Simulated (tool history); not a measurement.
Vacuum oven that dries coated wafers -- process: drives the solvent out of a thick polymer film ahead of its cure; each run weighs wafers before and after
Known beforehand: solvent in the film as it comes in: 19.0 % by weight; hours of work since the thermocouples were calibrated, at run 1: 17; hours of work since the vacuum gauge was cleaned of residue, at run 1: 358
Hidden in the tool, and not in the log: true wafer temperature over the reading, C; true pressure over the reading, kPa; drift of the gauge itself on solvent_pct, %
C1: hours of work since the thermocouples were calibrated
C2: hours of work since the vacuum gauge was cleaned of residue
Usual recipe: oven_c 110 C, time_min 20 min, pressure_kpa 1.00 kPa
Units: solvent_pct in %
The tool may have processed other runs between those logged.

{"run": 1, "hour": 0.0, "oven_c": 110, "time_min": 20, "pressure_kpa": 1.0, "C1": 17, "C2": 358, "solvent_pct": 4.8}
{"run": 2, "hour": 69.0, "oven_c": 110, "time_min": 30, "pressure_kpa": 1.0, "C1": 51, "C2": 392, "solvent_pct": 2.9}
{"run": 3, "hour": 120.0, "oven_c": 110, "time_min": 20, "pressure_kpa": 0.55, "C1": 76, "C2": 417, "solvent_pct": 4.57}
{"run": 4, "hour": 223.4, "oven_c": 110, "time_min": 20, "pressure_kpa": 1.0, "C1": 127, "C2": 468, "solvent_pct": 4.82}
{"run": 5, "hour": 298.6, "oven_c": 112, "time_min": 20, "pressure_kpa": 1.0, "C1": 164, "C2": 505, "solvent_pct": 4.36}
{"hour": 309.1, "done": "vacuum gauge cleaned of residue and calibrated"}
{"run": 6, "hour": 417.3, "oven_c": 112, "time_min": 20, "pressure_kpa": 1.0, "C1": 222, "C2": 53, "solvent_pct": 4.39}
{"run": 7, "hour": 498.2, "oven_c": 112, "time_min": 20, "pressure_kpa": 1.0, "C1": 262, "C2": 93, "solvent_pct": 4.46}
{"run": 8, "hour": 599.0, "oven_c": 110, "time_min": 20, "pressure_kpa": 1.0, "C1": 312, "C2": 143, "solvent_pct": 4.94}
{"run": 9, "hour": 672.9, "oven_c": 100, "time_min": 20, "pressure_kpa": 1.0, "C1": 348, "C2": 179, "solvent_pct": 7.55}
{"run": 10, "hour": 756.9, "oven_c": 100, "time_min": 28, "pressure_kpa": 1.33, "C1": 389, "C2": 221, "solvent_pct": 5.99}
{"run": 11, "hour": 821.5, "oven_c": 118, "time_min": 26, "pressure_kpa": 1.57, "C1": 421, "C2": 252, "solvent_pct": 2.4}
{"hour": 871.4, "done": "vacuum gauge cleaned of residue and calibrated, once more"}
{"run": 12, "hour": 901.2, "oven_c": 98, "time_min": 17, "pressure_kpa": 0.61, "C1": 460, "C2": 15, "solvent_pct": 8.45}
{"run": 13, "hour": 1016.4, "oven_c": 118, "time_min": 20, "pressure_kpa": 0.61, "C1": 516, "C2": 71, "solvent_pct": 2.91}
{"run": 14, "hour": 1095.5, "oven_c": 103, "time_min": 30, "pressure_kpa": 0.61, "C1": 555, "C2": 110, "solvent_pct": 4.13}
{"run": 15, "hour": 1209.1, "oven_c": 107, "time_min": 17, "pressure_kpa": 1.0, "C1": 611, "C2": 166, "solvent_pct": 6.54}

For each entry between runs, how does the tool's hidden state at the last listed run before it compare with that at the first listed run after it?
In the gap between runs 5 and 6: vacuum gauge cleaned of residue and calibrated (hour 309.1)
  true wafer temperature over the reading, C: -0.39 -> -0.45; true pressure over the reading, kPa: 0.193 -> 0.301
  measured less the result without the state, solvent_pct: +0.18 -> +0.25 %
In the gap between runs 11 and 12: vacuum gauge cleaned of residue and calibrated, once more (hour 871.4)
  true wafer temperature over the reading, C: -0.62 -> -0.65; true pressure over the reading, kPa: 0.381 -> -0.01
  measured less the result without the state, solvent_pct: +0.27 -> +0.16 %
